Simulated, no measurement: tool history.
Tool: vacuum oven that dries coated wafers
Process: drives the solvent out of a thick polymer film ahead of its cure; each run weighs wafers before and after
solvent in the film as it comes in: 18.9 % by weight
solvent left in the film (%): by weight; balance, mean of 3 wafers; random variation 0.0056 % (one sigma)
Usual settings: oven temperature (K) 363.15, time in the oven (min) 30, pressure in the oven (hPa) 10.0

| run | day | oven temperature (K) | time in the oven (min) | pressure in the oven (hPa) | solvent left in the film (%) |
|---|---|---|---|---|---|
| 1 | 0.000 | 363.15 | 30 | 10.0 | 1.276 |
| 2 | 1.917 | 363.15 | 30 | 10.0 | 1.269 |
| 3 | 4.375 | 363.15 | 30 | 10.0 | 1.268 |
| 4 | 7.179 | 363.15 | 30 | 10.0 | 1.271 |
| 5 | 8.725 | 363.15 | 30 | 10.0 | 1.276 |
| 6 | 10.650 | 363.15 | 30 | 10.0 | 1.269 |
| 7 | 13.262 | 363.15 | 30 | 10.0 | 1.275 |
| 8 | 14.833 | 363.15 | 30 | 10.0 | 1.270 |
| 9 | 16.912 | 363.15 | 30 | 10.0 | 1.264 |
| 10 | 19.100 | 363.15 | 30 | 12.6 | 1.350 |
| 11 | 20.454 | 363.15 | 30 | 12.6 | 1.345 |
| 12 | 23.188 | 360.15 | 38 | 10.0 | 1.216 |
| 13 | 25.575 | 363.15 | 31 | 10.0 | 1.180 |
| 14 | 27.283 | 355.15 | 30 | 33.5 | 4.282 |
|  | 29.583 | oven's thermocouples calibrated |
| 15 | 30.321 | 355.15 | 30 | 33.5 | 4.293 |
| 16 | 32.854 | 363.15 | 27 | 13.8 | 1.686 |
| 17 | 34.150 | 363.15 | 42 | 20.6 | 0.941 |
| 18 | 35.654 | 363.15 | 37 | 26.7 | 1.312 |
| 19 | 38.438 | 363.15 | 37 | 26.7 | 1.303 |
| 20 | 39.712 | 358.15 | 18 | 23.8 | 5.399 |
| 21 | 41.062 | 358.15 | 18 | 23.8 | 5.407 |

Forecast each of these 5 alternatives for the next run:
| A | 43.983 | 363.15 | 19 | 5.1 | ? |
| B | 43.983 | 360.15 | 30 | 18.4 | ? |
| C | 43.983 | 374.15 | 21 | 25.3 | ? |
| D | 43.983 | 374.15 | 44 | 7.6 | ? |
| E | 43.983 | 352.15 | 33 | 14.5 | ? |

| run | solvent left in the film (%) |
|---|---|
| A | 2.840 |
| B | 2.205 |
| C | 0.815 |
| D | 0.149 |
| E | 4.280 |
Without the tool's hidden state the same runs would have given:
| run | solvent left in the film (%) |
|---|---|
| A | 2.840 |
| B | 2.204 |
| C | 0.815 |
| D | 0.148 |
| E | 4.280 |
